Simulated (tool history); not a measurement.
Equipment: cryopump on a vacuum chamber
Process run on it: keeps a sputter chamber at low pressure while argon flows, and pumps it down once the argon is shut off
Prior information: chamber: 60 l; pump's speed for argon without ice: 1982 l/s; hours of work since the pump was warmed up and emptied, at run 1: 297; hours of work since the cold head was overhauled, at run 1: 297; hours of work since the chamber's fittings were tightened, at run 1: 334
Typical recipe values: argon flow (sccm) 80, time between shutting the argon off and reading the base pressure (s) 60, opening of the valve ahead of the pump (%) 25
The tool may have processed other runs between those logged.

run,day,argon flow (sccm),time between shutting the argon off and reading the base pressure (s),opening of the valve ahead of the pump (%),hours of work since the pump was warmed up and emptied,hours of work since the cold head was overhauled,hours of work since the chamber's fittings were tightened,pressure while argon flows (Pa),pressure after the wait (uPa)
1,0,80,60,25,297,297,334,0.2818,0.72
2,0.258,80,60,25,301,301,338,0.2798,0.64
3,0.688,80,60,25,307,307,345,0.2804,0.7
4,1.254,80,60,25,316,316,353,0.2822,0.69
5,1.675,80,60,25,322,322,360,0.2816,0.68
6,2.071,80,60,25,328,328,366,0.2805,0.67
7,2.525,100,60,25,335,335,372,0.3529,0.73
8,2.846,80,60,24,340,340,377,0.2911,0.76
9,3.221,80,60,32,345,345,383,0.2211,0.77
10,3.783,80,60,25,354,354,391,0.2814,0.69
11,4.325,80,60,25,362,362,400,0.2795,0.71
12,4.783,80,60,25,369,369,406,0.2825,0.72
13,5.417,80,60,25,378,378,416,0.2823,0.7
14,5.738,80,60,25,383,383,421,0.2831,0.73
15,6.158,80,60,25,390,390,427,0.2837,0.78
16,6.425,80,60,30,394,394,431,0.2384,0.74
17,7.067,124,60,25,403,403,441,0.4404,0.76

What will run 18 give?
18,7.421,80,60,21,408,408,446,?,?

{"run 18": {"pressure while argon flows (Pa)": 0.3343, "pressure after the wait (uPa)": 0.74}}
The same run, on a tool lacking any hidden state, would have yielded pressure while argon flows (Pa) 0.3243, pressure after the wait (uPa) 0.54.

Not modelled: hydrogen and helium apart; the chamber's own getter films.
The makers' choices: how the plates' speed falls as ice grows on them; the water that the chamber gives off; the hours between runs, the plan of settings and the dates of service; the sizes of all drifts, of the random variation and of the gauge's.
